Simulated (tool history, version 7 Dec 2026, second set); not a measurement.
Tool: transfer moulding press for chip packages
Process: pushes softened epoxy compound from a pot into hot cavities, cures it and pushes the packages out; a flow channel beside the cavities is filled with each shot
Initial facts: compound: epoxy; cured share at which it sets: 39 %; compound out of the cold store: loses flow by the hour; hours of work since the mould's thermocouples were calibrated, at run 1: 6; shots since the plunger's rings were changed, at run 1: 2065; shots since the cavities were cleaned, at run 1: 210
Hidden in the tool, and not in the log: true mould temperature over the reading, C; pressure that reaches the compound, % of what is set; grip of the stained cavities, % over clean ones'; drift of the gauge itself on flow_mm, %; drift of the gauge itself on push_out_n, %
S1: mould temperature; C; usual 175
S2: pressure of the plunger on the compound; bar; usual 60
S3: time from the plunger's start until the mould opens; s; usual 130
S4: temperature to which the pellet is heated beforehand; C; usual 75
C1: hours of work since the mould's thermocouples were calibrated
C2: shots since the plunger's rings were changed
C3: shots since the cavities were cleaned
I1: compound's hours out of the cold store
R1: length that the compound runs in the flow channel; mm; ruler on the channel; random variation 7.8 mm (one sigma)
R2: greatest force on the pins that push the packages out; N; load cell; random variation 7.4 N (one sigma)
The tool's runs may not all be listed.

run	hour	S1	S2	S3	S4	C1	C2	C3	I1	R1	R2
1	0	175	60	130	75	6	2065	210	41.9	846	374
# hour 34.2: cavities cleaned with cleaning compound and waxed
2	81.6	175	60	130	75	55	2844	461	38	852	547
# hour 89.1: cavities cleaned with cleaning compound and waxed
# hour 139.3: cavities cleaned with cleaning compound and waxed
3	139.3	175	60	156	75	89	3377	0	24.8	878	281
# hour 189.4: cavities cleaned with cleaning compound and waxed
4	193.3	183	60	130	75	121	3887	38	10	862	263
# hour 246.6: cavities cleaned with cleaning compound and waxed
5	250.2	183	60	130	75	156	4426	34	28	802	272
# hour 302.5: cavities cleaned with cleaning compound and waxed
6	338.8	175	60	130	75	209	5274	353	28.5	849	435
# hour 357.2: cavities cleaned with cleaning compound and waxed
# hour 407.1: cavities cleaned with cleaning compound and waxed
7	407.1	175	60	130	75	250	5911	0	18.7	847	345
# hour 460.6: cavities cleaned with cleaning compound and waxed
# hour 488.4: plunger's sealing rings changed
8	499.1	175	60	130	75	304	104	351	18.3	915	456
# hour 513.8: cavities cleaned with cleaning compound and waxed
# hour 561.2: cavities cleaned with cleaning compound and waxed, once more
9	565.2	175	60	130	75	343	718	39	18.7	903	345
# hour 614.8: cavities cleaned with cleaning compound and waxed
10	652.4	175	60	130	75	396	1552	365	47.6	841	412
# hour 667.9: cavities cleaned with cleaning compound and waxed
11	707.8	175	60	130	75	429	2077	389	15.1	896	430
# hour 721.3: cavities cleaned with cleaning compound and waxed
# hour 734.8: mould's thermocouples calibrated
# hour 772.9: cavities cleaned with cleaning compound and waxed
12	778.3	175	60	130	75	26	2714	52	45.2	826	324
# hour 824.5: cavities cleaned with cleaning compound and waxed
13	856.2	175	60	130	75	73	3458	309	10.2	880	402
# hour 874.3: cavities cleaned with cleaning compound and waxed
14	918.3	175	49.1	163	72	110	4048	429	39.6	760	338
# hour 925.4: cavities cleaned with cleaning compound and waxed
15	967.2	175	49.1	163	72	140	4509	406	20.8	788	357
# hour 974.6: cavities cleaned with cleaning compound and waxed
# hour 1031.9: cavities cleaned with cleaning compound and waxed
16	1037.9	175	49.1	163	72	181	5168	58	42.7	736	286
# hour 1086.9: cavities cleaned with cleaning compound and waxed
17	1131.8	175	49.1	163	72	238	6068	437	26.6	741	345
# hour 1139.8: cavities cleaned with cleaning compound and waxed
# hour 1189.9: cavities cleaned with cleaning compound and waxed
# hour 1199.7: plunger's sealing rings changed
18	1227	175	49.1	163	72	294	266	337	21.6	826	345
# hour 1243.6: cavities cleaned with cleaning compound and waxed
# hour 1294.6: cavities cleaned with cleaning compound and waxed
19	1312.4	179	60	114	71	344	1068	173	42.1	830	357
# hour 1345.6: cavities cleaned with cleaning compound and waxed
# hour 1395.5: cavities cleaned with cleaning compound and waxed
20	1395.7	179	60	114	73	394	1849	2	12.2	884	326
21	1437.7	177	57	149	83	420	2258	411	14.8	869	351
# hour 1448.3: cavities cleaned with cleaning compound and waxed
# hour 1476.8: mould's thermocouples calibrated
# hour 1504.5: cavities cleaned with cleaning compound and waxed
22	1514.3	175	57	149	83	22	2955	96	33.5	826	320
# hour 1554.8: cavities cleaned with cleaning compound and waxed
23	1554.8	175	57	149	83	46	3335	0	12.5	857	279
# hour 1608: cavities cleaned with cleaning compound and waxed
24	1627	175	57	149	83	90	4023	185	19.8	857	310
# hour 1660.2: cavities cleaned with cleaning compound and waxed
# hour 1711.2: cavities cleaned with cleaning compound and waxed
25	1715.8	175	60	130	66	143	4858	45	30.7	828	356

Selected run-to-run steps in R1, each split into two signed amounts: the part the tool would show with no hidden state at all (from settings, incoming material and random variation), and the remainder, which goes to the hidden state together with any gauge scatter not common to the measured and the hidden-state-free results:
Run 7 -> 8: cavities cleaned with cleaning compound and waxed, plunger's sealing rings changed. R1 +68 mm: hidden state +54, all else +14.
Run 13 -> 14: S2 60 -> 49.1, S3 130 -> 163, S4 75 -> 72, cavities cleaned with cleaning compound and waxed. R1 -120 mm: hidden state -1, all else -119.
Run 17 -> 18: cavities cleaned with cleaning compound and waxed, cavities cleaned with cleaning compound and waxed, plunger's sealing rings changed. R1 +85 mm: hidden state +49, all else +36.
